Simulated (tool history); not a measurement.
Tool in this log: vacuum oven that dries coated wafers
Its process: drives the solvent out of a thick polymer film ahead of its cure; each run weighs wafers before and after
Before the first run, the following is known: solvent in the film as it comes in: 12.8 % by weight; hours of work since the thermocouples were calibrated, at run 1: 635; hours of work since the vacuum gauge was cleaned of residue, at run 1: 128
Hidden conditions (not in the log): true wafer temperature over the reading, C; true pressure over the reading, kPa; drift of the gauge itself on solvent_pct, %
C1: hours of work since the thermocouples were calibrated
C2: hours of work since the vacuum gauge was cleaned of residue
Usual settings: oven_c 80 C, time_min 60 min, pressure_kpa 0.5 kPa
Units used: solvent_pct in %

{"run": 1, "day": 0.0, "oven_c": 80, "time_min": 60, "pressure_kpa": 0.5, "C1": 635, "C2": 128, "solvent_pct": 1.08}
{"run": 2, "day": 0.362, "oven_c": 95, "time_min": 60, "pressure_kpa": 0.5, "C1": 639, "C2": 131, "solvent_pct": 0.11}
{"run": 3, "day": 0.825, "oven_c": 95, "time_min": 60, "pressure_kpa": 0.5, "C1": 643, "C2": 136, "solvent_pct": 0.16}
{"run": 4, "day": 1.354, "oven_c": 80, "time_min": 60, "pressure_kpa": 0.5, "C1": 648, "C2": 141, "solvent_pct": 1.07}
{"run": 5, "day": 2.096, "oven_c": 80, "time_min": 60, "pressure_kpa": 0.544, "C1": 655, "C2": 148, "solvent_pct": 1.15}
{"run": 6, "day": 2.475, "oven_c": 80, "time_min": 60, "pressure_kpa": 0.544, "C1": 659, "C2": 152, "solvent_pct": 1.19}
{"run": 7, "day": 2.817, "oven_c": 80, "time_min": 60, "pressure_kpa": 0.5, "C1": 662, "C2": 155, "solvent_pct": 1.08}
{"run": 8, "day": 3.254, "oven_c": 80, "time_min": 60, "pressure_kpa": 0.5, "C1": 667, "C2": 159, "solvent_pct": 1.08}
{"run": 9, "day": 3.721, "oven_c": 80, "time_min": 60, "pressure_kpa": 0.5, "C1": 671, "C2": 164, "solvent_pct": 1.13}
{"run": 10, "day": 4.412, "oven_c": 80, "time_min": 60, "pressure_kpa": 0.5, "C1": 678, "C2": 170, "solvent_pct": 1.12}
{"run": 11, "day": 5.204, "oven_c": 80, "time_min": 60, "pressure_kpa": 0.5, "C1": 686, "C2": 178, "solvent_pct": 1.14}
{"run": 12, "day": 5.667, "oven_c": 80, "time_min": 60, "pressure_kpa": 0.5, "C1": 690, "C2": 183, "solvent_pct": 1.08}
{"run": 13, "day": 6.242, "oven_c": 80, "time_min": 60, "pressure_kpa": 0.733, "C1": 696, "C2": 188, "solvent_pct": 1.22}
{"run": 14, "day": 6.821, "oven_c": 80, "time_min": 65, "pressure_kpa": 0.733, "C1": 701, "C2": 194, "solvent_pct": 1.05}
{"run": 15, "day": 7.25, "oven_c": 80, "time_min": 65, "pressure_kpa": 0.733, "C1": 705, "C2": 198, "solvent_pct": 0.94}
{"run": 16, "day": 7.633, "oven_c": 80, "time_min": 60, "pressure_kpa": 0.5, "C1": 709, "C2": 202, "solvent_pct": 1.14}
{"day": 7.767, "done": "oven's thermocouples calibrated"}
{"run": 17, "day": 8.471, "oven_c": 80, "time_min": 32, "pressure_kpa": 0.5, "C1": 7, "C2": 209, "solvent_pct": 3.17}
{"run": 18, "day": 9.029, "oven_c": 80, "time_min": 60, "pressure_kpa": 0.254, "C1": 12, "C2": 214, "solvent_pct": 1.16}
{"run": 19, "day": 9.558, "oven_c": 80, "time_min": 60, "pressure_kpa": 0.254, "C1": 17, "C2": 219, "solvent_pct": 1.18}
{"run": 20, "day": 10.204, "oven_c": 71, "time_min": 61, "pressure_kpa": 0.497, "C1": 24, "C2": 226, "solvent_pct": 3.47}
{"run": 21, "day": 10.717, "oven_c": 94, "time_min": 33, "pressure_kpa": 1.619, "C1": 29, "C2": 231, "solvent_pct": 0.61}
{"run": 22, "day": 11.162, "oven_c": 67, "time_min": 36, "pressure_kpa": 0.256, "C1": 33, "C2": 235, "solvent_pct": 6.48}
{"run": 23, "day": 11.508, "oven_c": 80, "time_min": 65, "pressure_kpa": 0.534, "C1": 36, "C2": 238, "solvent_pct": 1.02}
{"run": 24, "day": 12.088, "oven_c": 80, "time_min": 65, "pressure_kpa": 0.534, "C1": 42, "C2": 244, "solvent_pct": 1.08}
{"day": 12.508, "done": "oven's thermocouples calibrated, once more"}
{"run": 25, "day": 12.738, "oven_c": 77, "time_min": 46, "pressure_kpa": 0.579, "C1": 2, "C2": 249, "solvent_pct": 2.27}
{"run": 26, "day": 13.362, "oven_c": 78, "time_min": 59, "pressure_kpa": 0.649, "C1": 8, "C2": 256, "solvent_pct": 1.29}
{"run": 27, "day": 13.962, "oven_c": 74, "time_min": 60, "pressure_kpa": 0.5, "C1": 14, "C2": 261, "solvent_pct": 2.12}
{"run": 28, "day": 14.575, "oven_c": 74, "time_min": 94, "pressure_kpa": 0.27, "C1": 20, "C2": 267, "solvent_pct": 0.89}
{"run": 29, "day": 15.054, "oven_c": 70, "time_min": 38, "pressure_kpa": 0.849, "C1": 25, "C2": 272, "solvent_pct": 5.04}
{"run": 30, "day": 15.617, "oven_c": 87, "time_min": 41, "pressure_kpa": 0.5, "C1": 30, "C2": 277, "solvent_pct": 0.61}
{"run": 31, "day": 16.008, "oven_c": 87, "time_min": 41, "pressure_kpa": 0.5, "C1": 34, "C2": 281, "solvent_pct": 0.62}
{"run": 32, "day": 16.617, "oven_c": 87, "time_min": 41, "pressure_kpa": 0.5, "C1": 40, "C2": 287, "solvent_pct": 0.63}
{"run": 33, "day": 17.404, "oven_c": 77, "time_min": 86, "pressure_kpa": 0.75, "C1": 47, "C2": 295, "solvent_pct": 0.76}
{"run": 34, "day": 17.971, "oven_c": 77, "time_min": 94, "pressure_kpa": 0.278, "C1": 53, "C2": 300, "solvent_pct": 0.52}

Consider 4 possible next runs. They are alternatives, not a sequence: every one starts from the tool as it was left by run 34. What does each give?
{"run": "A", "day": 18.542, "oven_c": 91, "time_min": 94, "pressure_kpa": 0.278, "C1": 58, "C2": 306, "solvent_pct": "?"}
{"run": "B", "day": 18.542, "oven_c": 80, "time_min": 48, "pressure_kpa": 0.51, "C1": 58, "C2": 306, "solvent_pct": "?"}
{"run": "C", "day": 18.542, "oven_c": 74, "time_min": 94, "pressure_kpa": 0.521, "C1": 58, "C2": 306, "solvent_pct": "?"}
{"run": "D", "day": 18.542, "oven_c": 69, "time_min": 31, "pressure_kpa": 0.366, "C1": 58, "C2": 306, "solvent_pct": "?"}

run=A solvent_pct=0.06
run=B solvent_pct=1.42
run=C solvent_pct=0.98
run=D solvent_pct=6
What these runs would have given with no unlogged condition in the tool:
run=A solvent_pct=0.04
run=B solvent_pct=1.37
run=C solvent_pct=0.93
run=D solvent_pct=5.95

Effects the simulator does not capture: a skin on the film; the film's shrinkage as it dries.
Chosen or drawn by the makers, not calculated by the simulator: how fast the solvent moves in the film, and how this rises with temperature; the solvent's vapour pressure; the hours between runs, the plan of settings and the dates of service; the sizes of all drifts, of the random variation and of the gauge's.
